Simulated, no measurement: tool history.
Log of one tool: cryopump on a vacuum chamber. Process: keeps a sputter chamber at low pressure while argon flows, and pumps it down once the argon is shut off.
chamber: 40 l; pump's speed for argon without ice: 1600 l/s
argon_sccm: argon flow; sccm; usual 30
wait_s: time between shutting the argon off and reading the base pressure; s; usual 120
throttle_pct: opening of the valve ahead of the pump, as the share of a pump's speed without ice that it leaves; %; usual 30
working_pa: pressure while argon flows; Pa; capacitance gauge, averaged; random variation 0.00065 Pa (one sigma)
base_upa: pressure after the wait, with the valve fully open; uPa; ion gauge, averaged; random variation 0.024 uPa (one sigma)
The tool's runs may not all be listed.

run	hour	argon_sccm	wait_s	throttle_pct	working_pa	base_upa
1	0	30	120	30	0.1084	2.11
2	25.5	30	273	30	0.1091	1.76
3	49.8	15	120	30	0.054	2.13
4	65.3	15	120	30	0.0534	2.16
5	90.2	15	120	30	0.0547	2.17
6	114.2	15	120	30	0.0538	2.22
7	132.9	15	35	30	0.0551	3.7
8	147.6	30	120	33	0.1009	2.21
9	179.1	30	120	33	0.1005	2.19
10	201.5	30	120	30	0.1096	2.29
11	216.2	30	67	30	0.1106	2.68
12	231.4	30	67	30	0.1091	2.78
13	257.1	30	67	30	0.1102	2.68
14	271.5	30	67	30	0.1099	2.69
15	294.1	30	67	30	0.1092	2.67
16	310	30	120	30	0.1108	2.21
17	330.9	30	120	30	0.1109	2.23
18	355.3	30	120	30	0.1108	2.34
19	383.8	30	120	30	0.1094	2.27
20	407.3	34	179	40	0.0961	2.09
21	430.3	30	163	30	0.1098	2.15
22	451.9	30	163	30	0.1103	2.18
23	482.2	30	163	30	0.1106	2.17
24	500.8	20	239	30	0.0732	2.04
# hour 526.9: pump warmed up, emptied and cooled again
25	533.4	29	23	57	0.0539	4.88
26	551.3	30	23	35	0.0912	4.85
27	582.3	30	81	41	0.0777	2.42
28	597.4	30	81	41	0.0778	2.51
29	619.1	13	120	23	0.0601	2.16
30	632.3	13	120	23	0.0603	2.24
31	654.3	13	120	23	0.0601	2.2

Forecast each of these 5 alternatives for the next run:
A	677.6	26	46	58	?	?
B	677.6	30	77	30	?	?
C	677.6	23	120	29	?	?
D	677.6	16	192	29	?	?
E	677.6	27	106	45	?	?

run	working_pa	base_upa
A	0.0488	3.35
B	0.1062	2.64
C	0.0844	2.26
D	0.0587	2
E	0.0647	2.32
Without the tool's hidden state the same runs would have given:
run	working_pa	base_upa
A	0.0479	1.94
B	0.1052	1.23
C	0.0837	0.84
D	0.0582	0.59
E	0.0639	0.93
